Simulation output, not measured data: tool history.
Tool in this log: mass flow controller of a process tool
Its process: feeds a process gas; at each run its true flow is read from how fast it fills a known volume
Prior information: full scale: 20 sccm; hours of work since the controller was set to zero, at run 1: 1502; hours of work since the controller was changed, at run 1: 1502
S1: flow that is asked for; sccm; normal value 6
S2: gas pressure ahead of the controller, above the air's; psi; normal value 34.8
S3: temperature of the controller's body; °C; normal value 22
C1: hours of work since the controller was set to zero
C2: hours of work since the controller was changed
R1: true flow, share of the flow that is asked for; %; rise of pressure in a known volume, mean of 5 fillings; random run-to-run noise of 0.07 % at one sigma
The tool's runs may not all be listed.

| run | day | S1 | S2 | S3 | C1 | C2 | R1 |
|---|---|---|---|---|---|---|---|
| 1 | 0 | 6 | 34.8 | 22 | 1502 | 1502 | 98.8 |
| 2 | 2.992 | 6 | 34.8 | 22 | 1548 | 1548 | 98.75 |
| 3 | 5.504 | 6 | 23.1 | 22 | 1586 | 1586 | 98.5 |
| 4 | 11.167 | 6 | 23.1 | 22 | 1672 | 1672 | 98.59 |
| 5 | 15.567 | 6 | 23.1 | 22 | 1739 | 1739 | 98.73 |
| 6 | 20.838 | 6 | 23.1 | 22 | 1819 | 1819 | 98.7 |
| 7 | 25.079 | 6 | 34.8 | 22 | 1883 | 1883 | 98.89 |
| 8 | 30.775 | 6 | 34.8 | 22 | 1970 | 1970 | 99.11 |
| 9 | 33.979 | 6 | 34.8 | 22 | 2019 | 2019 | 99.18 |
| 10 | 37.2 | 6 | 34.8 | 22 | 2068 | 2068 | 99.17 |
| 11 | 41.671 | 5 | 34.8 | 22 | 2135 | 2135 | 99.12 |
| 12 | 46.533 | 5 | 34.8 | 22 | 2209 | 2209 | 99.22 |
| 13 | 49.083 | 5 | 34.8 | 22 | 2248 | 2248 | 99.32 |
| 14 | 55.033 | 6 | 37.6 | 22 | 2339 | 2339 | 99.38 |
| 15 | 59.55 | 2 | 34.8 | 22 | 2407 | 2407 | 100.38 |
| 16 | 63.55 | 6 | 34.8 | 22 | 2468 | 2468 | 99.54 |
| 17 | 69.625 | 3 | 34.8 | 22 | 2560 | 2560 | 99.94 |
| 18 | 72.958 | 3 | 34.8 | 22 | 2611 | 2611 | 100 |
| 19 | 77.6 | 9 | 26.4 | 23 | 2681 | 2681 | 99.6 |
| 20 | 80.233 | 2 | 34.8 | 36 | 2722 | 2722 | 102.49 |
| 21 | 84.396 | 17 | 34.8 | 22 | 2785 | 2785 | 100.74 |
| 22 | 90 | 6 | 32.3 | 23 | 2870 | 2870 | 99.86 |
| 23 | 92.958 | 6 | 32.3 | 40 | 2915 | 2915 | 101.86 |
| 24 | 98.225 | 6 | 32.3 | 40 | 2995 | 2995 | 101.78 |
| 25 | 102.112 | 4 | 32.3 | 26 | 3054 | 3054 | 100.45 |
| 26 | 104.783 | 6 | 34.5 | 25 | 3095 | 3095 | 100.31 |
| 27 | 108.362 | 3 | 34.8 | 22 | 3149 | 3149 | 100.58 |
| 28 | 112.438 | 6 | 28.3 | 38 | 3211 | 3211 | 101.86 |
| 29 | 118.321 | 6 | 40.3 | 36 | 3300 | 3300 | 101.84 |
| 30 | 123.488 | 6 | 40.3 | 36 | 3379 | 3379 | 101.75 |
| 31 | 128.425 | 13 | 21.3 | 23 | 3454 | 3454 | 100.69 |
| 32 | 134.133 | 13 | 21.3 | 23 | 3541 | 3541 | 100.63 |
| 33 | 137.95 | 13 | 21.3 | 23 | 3599 | 3599 | 100.63 |
| 34 | 140.892 | 13 | 21.3 | 39 | 3643 | 3643 | 102.64 |

Here are 3 independent what-if runs from the current tool condition. What would each one return?
| A | 146.2 | 5 | 34.8 | 22 | 3724 | 3724 | ? |
| B | 146.2 | 3 | 27.3 | 31 | 3724 | 3724 | ? |
| C | 146.2 | 6 | 34.8 | 33 | 3724 | 3724 | ? |

| run | R1 |
|---|---|
| A | 100.41 |
| B | 101.99 |
| C | 101.62 |
Stripped of hidden state, with their random variation kept, the same runs would have yielded:
| run | R1 |
|---|---|
| A | 97.25 |
| B | 97.79 |
| C | 98.71 |
